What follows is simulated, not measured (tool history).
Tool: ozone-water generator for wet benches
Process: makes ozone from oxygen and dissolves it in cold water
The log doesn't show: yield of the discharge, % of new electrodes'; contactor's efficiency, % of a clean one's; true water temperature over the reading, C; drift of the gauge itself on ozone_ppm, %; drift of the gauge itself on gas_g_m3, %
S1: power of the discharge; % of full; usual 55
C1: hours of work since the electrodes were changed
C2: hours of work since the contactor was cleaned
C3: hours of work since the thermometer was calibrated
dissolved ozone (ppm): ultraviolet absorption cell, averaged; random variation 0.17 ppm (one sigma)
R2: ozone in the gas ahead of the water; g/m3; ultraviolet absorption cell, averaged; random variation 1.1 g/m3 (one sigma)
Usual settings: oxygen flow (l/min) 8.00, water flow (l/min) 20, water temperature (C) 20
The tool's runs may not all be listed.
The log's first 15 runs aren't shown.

{"run": 16, "hour": 2190.1, "S1": 57, "oxygen flow (l/min)": 4.04, "water flow (l/min)": 20, "water temperature (C)": 20, "C1": 1961, "C2": 1961, "C3": 3923, "dissolved ozone (ppm)": 23.5, "R2": 280.0}
{"hour": 2299.3, "done": "contactor cleaned"}
{"run": 17, "hour": 2406.8, "S1": 52, "oxygen flow (l/min)": 8.0, "water flow (l/min)": 13, "water temperature (C)": 20, "C1": 2121, "C2": 81, "C3": 4083, "dissolved ozone (ppm)": 28.2, "R2": 182.1}
{"run": 18, "hour": 2608.6, "S1": 53, "oxygen flow (l/min)": 5.5, "water flow (l/min)": 25, "water temperature (C)": 23, "C1": 2272, "C2": 232, "C3": 4234, "dissolved ozone (ppm)": 17.5, "R2": 227.5}
{"run": 19, "hour": 2735.8, "S1": 53, "oxygen flow (l/min)": 5.5, "water flow (l/min)": 25, "water temperature (C)": 23, "C1": 2367, "C2": 328, "C3": 4330, "dissolved ozone (ppm)": 18.1, "R2": 226.9}
{"hour": 2823.8, "done": "water thermometer calibrated"}
{"run": 20, "hour": 2891.9, "S1": 55, "oxygen flow (l/min)": 4.44, "water flow (l/min)": 17, "water temperature (C)": 13, "C1": 2484, "C2": 444, "C3": 51, "dissolved ozone (ppm)": 29.4, "R2": 262.4}
{"run": 21, "hour": 3017.8, "S1": 55, "oxygen flow (l/min)": 4.44, "water flow (l/min)": 17, "water temperature (C)": 13, "C1": 2579, "C2": 539, "C3": 146, "dissolved ozone (ppm)": 29.1, "R2": 260.9}
{"run": 22, "hour": 3106.0, "S1": 51, "oxygen flow (l/min)": 4.44, "water flow (l/min)": 16, "water temperature (C)": 13, "C1": 2645, "C2": 605, "C3": 212, "dissolved ozone (ppm)": 29.2, "R2": 248.4}
{"run": 23, "hour": 3233.8, "S1": 55, "oxygen flow (l/min)": 4.34, "water flow (l/min)": 21, "water temperature (C)": 20, "C1": 2741, "C2": 701, "C3": 308, "dissolved ozone (ppm)": 22.3, "R2": 264.4}
{"run": 24, "hour": 3431.6, "S1": 44, "oxygen flow (l/min)": 4.01, "water flow (l/min)": 17, "water temperature (C)": 24, "C1": 2889, "C2": 849, "C3": 456, "dissolved ozone (ppm)": 21.4, "R2": 235.9}
{"run": 25, "hour": 3621.5, "S1": 69, "oxygen flow (l/min)": 9.92, "water flow (l/min)": 13, "water temperature (C)": 20, "C1": 3032, "C2": 992, "C3": 599, "dissolved ozone (ppm)": 32.7, "R2": 195.8}
{"run": 26, "hour": 3829.7, "S1": 55, "oxygen flow (l/min)": 8.01, "water flow (l/min)": 20, "water temperature (C)": 17, "C1": 3188, "C2": 1148, "C3": 755, "dissolved ozone (ppm)": 23.5, "R2": 185.6}
{"run": 27, "hour": 4003.6, "S1": 55, "oxygen flow (l/min)": 8.01, "water flow (l/min)": 20, "water temperature (C)": 17, "C1": 3318, "C2": 1279, "C3": 885, "dissolved ozone (ppm)": 23.6, "R2": 186.6}
{"run": 28, "hour": 4116.0, "S1": 55, "oxygen flow (l/min)": 8.01, "water flow (l/min)": 20, "water temperature (C)": 17, "C1": 3403, "C2": 1363, "C3": 970, "dissolved ozone (ppm)": 23.6, "R2": 188.4}
{"run": 29, "hour": 4251.9, "S1": 55, "oxygen flow (l/min)": 8.01, "water flow (l/min)": 20, "water temperature (C)": 15, "C1": 3505, "C2": 1465, "C3": 1072, "dissolved ozone (ppm)": 24.2, "R2": 186.1}
{"hour": 4327.5, "done": "gauge calibrated"}
{"run": 30, "hour": 4355.9, "S1": 55, "oxygen flow (l/min)": 7.65, "water flow (l/min)": 20, "water temperature (C)": 12, "C1": 3583, "C2": 1543, "C3": 1150, "dissolved ozone (ppm)": 25.9, "R2": 195.3}
{"run": 31, "hour": 4507.4, "S1": 55, "oxygen flow (l/min)": 7.22, "water flow (l/min)": 20, "water temperature (C)": 14, "C1": 3697, "C2": 1657, "C3": 1263, "dissolved ozone (ppm)": 25.1, "R2": 204.0}
{"run": 32, "hour": 4713.7, "S1": 55, "oxygen flow (l/min)": 8.0, "water flow (l/min)": 24, "water temperature (C)": 20, "C1": 3851, "C2": 1811, "C3": 1418, "dissolved ozone (ppm)": 19.9, "R2": 190.9}

Forecast each of these 3 alternatives for the next run:
{"run": "A", "hour": 4924.4, "S1": 55, "oxygen flow (l/min)": 4.31, "water flow (l/min)": 19, "water temperature (C)": 14, "C1": 4010, "C2": 1970, "C3": 1576, "dissolved ozone (ppm)": "?", "R2": "?"}
{"run": "B", "hour": 4924.4, "S1": 55, "oxygen flow (l/min)": 7.77, "water flow (l/min)": 18, "water temperature (C)": 20, "C1": 4010, "C2": 1970, "C3": 1576, "dissolved ozone (ppm)": "?", "R2": "?"}
{"run": "C", "hour": 4924.4, "S1": 55, "oxygen flow (l/min)": 5.4, "water flow (l/min)": 20, "water temperature (C)": 20, "C1": 4010, "C2": 1970, "C3": 1576, "dissolved ozone (ppm)": "?", "R2": "?"}

run=A dissolved_ozone_(ppm)=25.9 R2=266.6
run=B dissolved_ozone_(ppm)=24.1 R2=193.6
run=C dissolved_ozone_(ppm)=22.9 R2=239.2
Without the tool's hidden state the same runs would have given:
run=A dissolved_ozone_(ppm)=26.0 R2=267.9
run=B dissolved_ozone_(ppm)=24.2 R2=194.5
run=C dissolved_ozone_(ppm)=22.9 R2=240.3
